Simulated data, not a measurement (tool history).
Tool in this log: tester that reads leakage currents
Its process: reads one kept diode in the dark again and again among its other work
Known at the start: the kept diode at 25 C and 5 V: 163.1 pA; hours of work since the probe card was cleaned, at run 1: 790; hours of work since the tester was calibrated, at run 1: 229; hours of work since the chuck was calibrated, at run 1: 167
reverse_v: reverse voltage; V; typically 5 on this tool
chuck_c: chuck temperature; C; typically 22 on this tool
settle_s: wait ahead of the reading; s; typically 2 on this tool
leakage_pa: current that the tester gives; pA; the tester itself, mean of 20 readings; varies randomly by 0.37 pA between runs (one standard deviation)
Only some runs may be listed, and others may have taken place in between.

run,hour,reverse_v,chuck_c,settle_s,hours of work since the probe card was cleaned,hours of work since the tester was calibrated,hours of work since the chuck was calibrated,leakage_pa
1,0,5,22,2,790,229,167,125.44
2,81,5,22,4.71,829,268,206,124
3,123.1,5,22,4.92,849,288,226,123.43
4,202.6,5,22,2,887,326,264,122.99
5,279,5,22,0.62,923,363,301,122.42
6,341.6,8.05,22,2,953,393,331,153.86
7,387.9,7.67,22,2,975,415,353,149.02
8,427,7.67,32,2,994,433,372,358.9
9,499.2,4.82,22,2,1029,468,406,117.33
10,543,5,24,2,1050,489,427,142.39
11,619.2,5,33,2,1086,525,464,314.12
12,702.3,12.09,27,4.41,1126,565,503,283.74
13,763.4,6.74,26,2.15,1155,594,533,192.53
14,841.6,5.08,31,3.94,1192,632,570,256.85
15,885.4,4.18,37,2,1213,653,591,396.44
16,950.2,6.09,22,2,1244,684,622,126.71
17,996.1,6.09,22,8.69,1266,706,644,126.28
18,1050.9,12.24,22,1.29,1293,732,670,182.28
19,1130.1,1.13,22,1.18,1331,770,708,54.22
20,1195,3.55,28,0.73,1362,801,739,161.29
21,1248.7,1.85,31,2.86,1387,827,765,153.09

Consider 4 possible next runs. They are alternatives, not a sequence: every one starts from the tool as it was left by run 21. What does each give?
A,1286.3,5,59,2,1405,845,783,?
B,1286.3,9.61,31,0.44,1405,845,783,?
C,1286.3,5,22,0.34,1405,845,783,?
D,1286.3,5,22,1.72,1405,845,783,?

run,leakage_pa
A,2509.66
B,335.64
C,112.52
D,111.58
Stripped of hidden state, with their random variation kept, the same runs would have yielded:
run,leakage_pa
A,3014.74
B,384.74
C,123.95
D,123.07
